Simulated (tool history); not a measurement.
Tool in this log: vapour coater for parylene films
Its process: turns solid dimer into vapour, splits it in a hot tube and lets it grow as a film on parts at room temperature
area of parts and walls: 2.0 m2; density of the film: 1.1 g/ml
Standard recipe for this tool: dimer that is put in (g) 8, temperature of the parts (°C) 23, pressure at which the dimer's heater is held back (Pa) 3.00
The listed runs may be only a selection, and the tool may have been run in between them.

run,hour,dimer that is put in (g),temperature of the parts (°C),pressure at which the dimer's heater is held back (Pa),thickness of the film (µm)
1,0.0,8,23,3.00,2.213
2,14.0,8,23,3.00,2.217
3,23.6,8,23,3.00,2.209
4,36.4,8,23,3.00,2.218
5,45.6,8,23,3.00,2.218
6,53.6,8,23,3.00,2.208
7,63.5,8,23,3.00,2.211
8,73.3,8,22,3.00,2.301
9,81.7,8,22,3.00,2.302
10,98.5,8,22,3.00,2.310
11,107.2,11,23,9.40,2.720
12,119.4,11,30,3.19,2.220
13,136.3,11,30,3.19,2.206
14,144.1,11,30,3.19,2.188
15,161.1,10,18,7.78,3.126

Some steps in thickness of the film (µm) between neighbouring runs. How much of each would the tool show without its hidden state too (settings, what came in, random variation), and how much is left for the hidden state, with any gauge scatter that isn't in both results?
The hidden state here: vapour lost through the trap's worn valve, %; true temperature of the parts over the reading, C; drift of the gauge itself on film_um, %.
Run 14 -> 15: dimer that is put in (g) 11 -> 10, temperature of the parts (°C) 30 -> 18, pressure at which the dimer's heater is held back (Pa) 3.19 -> 7.78. thickness of the film (µm) +0.938: hidden state -0.011, all else +0.949.

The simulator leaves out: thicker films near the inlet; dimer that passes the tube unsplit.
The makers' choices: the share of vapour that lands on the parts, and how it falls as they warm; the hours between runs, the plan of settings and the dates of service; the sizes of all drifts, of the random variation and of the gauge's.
